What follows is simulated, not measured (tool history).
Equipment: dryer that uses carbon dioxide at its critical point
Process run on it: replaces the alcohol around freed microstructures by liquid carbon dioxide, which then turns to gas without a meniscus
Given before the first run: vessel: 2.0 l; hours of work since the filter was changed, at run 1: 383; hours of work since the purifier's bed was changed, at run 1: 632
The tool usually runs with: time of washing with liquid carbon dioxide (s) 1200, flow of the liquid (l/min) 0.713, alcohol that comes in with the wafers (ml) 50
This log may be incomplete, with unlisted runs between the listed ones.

run	hour	time of washing with liquid carbon dioxide (s)	flow of the liquid (l/min)	alcohol that comes in with the wafers (ml)	hours of work since the filter was changed	hours of work since the purifier's bed was changed	alcohol left in the vessel before it's heated (ppm by volume)
1	0	1200	0.713	50	383	632	115
2	30.4	1200	0.59	50	399	648	229
3	97.7	1200	0.713	50	435	684	132
# hour 109.2: inlet filter changed
4	130.6	1200	0.713	50	11	702	94
5	191	1200	0.713	50	44	734	95
6	221.1	1200	0.713	50	60	750	98
7	252.2	1200	0.713	50	77	767	106
8	321.6	1200	0.713	50	114	804	107
9	373.8	1200	0.713	36	142	832	103
10	430.9	1200	0.713	50	173	863	110
11	476.6	1200	0.713	50	197	887	119
12	512.7	1200	0.713	50	217	907	125
13	558.6	1200	0.713	50	241	931	125
14	596.8	1200	0.713	50	262	952	141
15	647.5	780	0.713	50	289	979	477
16	699	780	0.713	50	317	1007	511
17	766.7	1200	0.713	50	353	1043	157
# hour 793.6: purifier's bed changed
18	812.3	1200	0.713	50	376	10	63
19	857.4	1200	0.713	50	400	34	69
20	912.5	1200	0.713	50	430	64	72
# hour 933.4: inlet filter changed
21	946.7	1200	0.713	50	7	82	34
22	995.8	1200	0.899	102	34	108	18
23	1036	1200	0.899	102	55	130	23
24	1096.2	1440	0.522	111	87	162	186
25	1136.2	1440	0.522	111	109	183	196
26	1199.7	1560	0.713	35	143	217	29
27	1261.7	1320	0.473	51	176	251	283
28	1315.1	1320	0.473	51	205	279	280
29	1344.3	1200	0.537	50	221	295	249
30	1410.6	1560	0.517	50	256	331	104
31	1447.9	1560	0.515	50	276	351	111
32	1509.3	1560	0.515	50	309	384	120
33	1543.2	1560	0.515	50	327	402	139
34	1580.1	1380	0.719	111	347	422	87
35	1609.2	1200	0.979	50	363	437	49

Run 36, settings as shown, results not yet in. Your forecast:
36	1656.5	1200	0.979	50	388	463	?

{"run 36": {"alcohol left in the vessel before it's heated (ppm by volume)": 54}}
On a tool with no hidden condition, and with the same random variation, this run would have come out at alcohol left in the vessel before it's heated (ppm by volume) 6.
